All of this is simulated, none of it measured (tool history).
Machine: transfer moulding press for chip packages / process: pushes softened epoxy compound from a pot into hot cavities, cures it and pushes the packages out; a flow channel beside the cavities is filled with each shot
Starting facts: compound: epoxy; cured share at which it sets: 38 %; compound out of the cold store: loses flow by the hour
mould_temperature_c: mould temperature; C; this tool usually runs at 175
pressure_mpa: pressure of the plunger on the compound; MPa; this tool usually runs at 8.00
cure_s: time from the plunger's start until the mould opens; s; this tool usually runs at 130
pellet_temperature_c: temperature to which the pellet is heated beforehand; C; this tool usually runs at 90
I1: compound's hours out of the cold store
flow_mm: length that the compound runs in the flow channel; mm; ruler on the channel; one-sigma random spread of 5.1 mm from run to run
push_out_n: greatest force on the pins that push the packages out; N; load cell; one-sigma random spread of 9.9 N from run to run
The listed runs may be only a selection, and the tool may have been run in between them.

Run 1, day 0.000: usual settings; I1 18.1. Result: flow_mm 551 mm, push_out_n 659 N.
Run 2, day 1.617: usual settings but mould_temperature_c 172 C; I1 9.5. Result: flow_mm 568 mm, push_out_n 1028 N.
At day 2.138: cavities cleaned with cleaning compound and waxed.
Run 3, day 2.762: usual settings; I1 39.9. Result: flow_mm 489 mm, push_out_n 974 N.
Run 4, day 4.554: usual settings but pressure_mpa 6.64 MPa; I1 12.1. Result: flow_mm 508 mm, push_out_n 1064 N.
Run 5, day 5.467: usual settings but pressure_mpa 6.64 MPa; I1 38.5. Result: flow_mm 429 mm, push_out_n 978 N.
At day 5.742: cavities cleaned with cleaning compound and waxed.
Run 6, day 6.733: usual settings but pressure_mpa 6.64 MPa; I1 41.8. Result: flow_mm 428 mm, push_out_n 604 N.
Run 7, day 8.175: usual settings but pressure_mpa 6.64 MPa, pellet_temperature_c 83 C; I1 13.7. Result: flow_mm 499 mm, push_out_n 824 N.
Run 8, day 9.025: usual settings but pressure_mpa 6.64 MPa, pellet_temperature_c 83 C; I1 21.5. Result: flow_mm 477 mm, push_out_n 851 N.
At day 9.317: cavities cleaned with cleaning compound and waxed.
Run 9, day 9.967: usual settings; I1 38.6. Result: flow_mm 463 mm, push_out_n 568 N.
At day 11.821: cavities cleaned with cleaning compound and waxed, once more.
Run 10, day 12.046: usual settings; I1 24.2. Result: flow_mm 515 mm, push_out_n 517 N.
Run 11, day 13.704: usual settings; I1 43.1. Result: flow_mm 454 mm, push_out_n 700 N.
At day 13.971: plunger's sealing rings changed.
At day 15.583: cavities cleaned with cleaning compound and waxed.
Run 12, day 15.829: usual settings; I1 13.1. Result: flow_mm 573 mm, push_out_n 521 N.
Run 13, day 17.321: usual settings; I1 42.9. Result: flow_mm 500 mm, push_out_n 694 N.
Run 14, day 18.962: usual settings; I1 25.3. Result: flow_mm 548 mm, push_out_n 833 N.
At day 19.208: cavities cleaned with cleaning compound and waxed.
Run 15, day 20.658: usual settings but pressure_mpa 8.45 MPa, cure_s 115 s, pellet_temperature_c 99 C; I1 43.1. Result: flow_mm 507 mm, push_out_n 796 N.
Run 16, day 22.342: usual settings but mould_temperature_c 169 C, cure_s 143 s; I1 45.4. Result: flow_mm 489 mm, push_out_n 905 N.
At day 22.842: cavities cleaned with cleaning compound and waxed.
Run 17, day 23.288: usual settings but mould_temperature_c 172 C, cure_s 143 s, pellet_temperature_c 81 C; I1 9.4. Result: flow_mm 593 mm, push_out_n 584 N.
Run 18, day 25.158: usual settings but mould_temperature_c 176 C, pressure_mpa 6.18 MPa, cure_s 143 s, pellet_temperature_c 85 C; I1 36.3. Result: flow_mm 441 mm, push_out_n 645 N.
Run 19, day 26.217: usual settings but cure_s 137 s, pellet_temperature_c 97 C; I1 10.2. Result: flow_mm 578 mm, push_out_n 789 N.
At day 26.442: cavities cleaned with cleaning compound and waxed.
Run 20, day 28.267: usual settings but pressure_mpa 9.01 MPa, cure_s 141 s, pellet_temperature_c 92 C; I1 24.3. Result: flow_mm 564 mm, push_out_n 654 N.
Run 21, day 29.675: usual settings but mould_temperature_c 174 C, pellet_temperature_c 83 C; I1 23.4. Result: flow_mm 540 mm, push_out_n 924 N.
At day 30.012: cavities cleaned with cleaning compound and waxed.
Run 22, day 30.808: usual settings but mould_temperature_c 181 C, pressure_mpa 6.41 MPa, cure_s 160 s, pellet_temperature_c 92 C; I1 21.3. Result: flow_mm 477 mm, push_out_n 463 N.
Run 23, day 32.038: usual settings but pressure_mpa 6.79 MPa, cure_s 112 s; I1 35.8. Result: flow_mm 452 mm, push_out_n 966 N.
At day 33.662: cavities cleaned with cleaning compound and waxed.
Run 24, day 33.767: usual settings but pressure_mpa 6.79 MPa, cure_s 112 s; I1 33.4. Result: flow_mm 458 mm, push_out_n 670 N.
Run 25, day 35.354: usual settings but pressure_mpa 6.79 MPa, cure_s 112 s, pellet_temperature_c 91 C; I1 9.4. Result: flow_mm 517 mm, push_out_n 1034 N.
Run 26, day 36.483: usual settings but mould_temperature_c 181 C, pressure_mpa 6.35 MPa, cure_s 156 s, pellet_temperature_c 97 C; I1 41.3. Result: flow_mm 423 mm, push_out_n 634 N.
At day 37.283: cavities cleaned with cleaning compound and waxed.
Run 27, day 38.425: usual settings but mould_temperature_c 181 C, pressure_mpa 6.35 MPa, cure_s 156 s, pellet_temperature_c 97 C; I1 41.0. Result: flow_mm 421 mm, push_out_n 502 N.

Here are 5 independent what-if runs from the current tool condition. What would each one return?
Run A, day 39.383: usual settings but mould_temperature_c 181 C, pressure_mpa 6.35 MPa, cure_s 156 s, pellet_temperature_c 81 C; I1 23.0. Result: flow_mm ?, push_out_n ?.
Run B, day 39.383: usual settings but mould_temperature_c 181 C, pressure_mpa 6.35 MPa, cure_s 156 s, pellet_temperature_c 86 C; I1 19.0. Result: flow_mm ?, push_out_n ?.
Run C, day 39.383: usual settings but mould_temperature_c 181 C, pressure_mpa 7.18 MPa, cure_s 156 s, pellet_temperature_c 97 C; I1 23.7. Result: flow_mm ?, push_out_n ?.
Run D, day 39.383: usual settings but mould_temperature_c 174 C, pressure_mpa 6.05 MPa, cure_s 129 s; I1 25.4. Result: flow_mm ?, push_out_n ?.
Run E, day 39.383: usual settings but mould_temperature_c 181 C, pressure_mpa 7.07 MPa, cure_s 156 s, pellet_temperature_c 97 C; I1 24.7. Result: flow_mm ?, push_out_n ?.

run  flow_mm  push_out_n
  A      466         577
  B      467         563
  C      488         575
  D      451         773
  E      470         561
Without the tool's unlogged condition, the same runs would have read:
run  flow_mm  push_out_n
  A      498         379
  B      499         367
  C      521         376
  D      482         478
  E      503         366

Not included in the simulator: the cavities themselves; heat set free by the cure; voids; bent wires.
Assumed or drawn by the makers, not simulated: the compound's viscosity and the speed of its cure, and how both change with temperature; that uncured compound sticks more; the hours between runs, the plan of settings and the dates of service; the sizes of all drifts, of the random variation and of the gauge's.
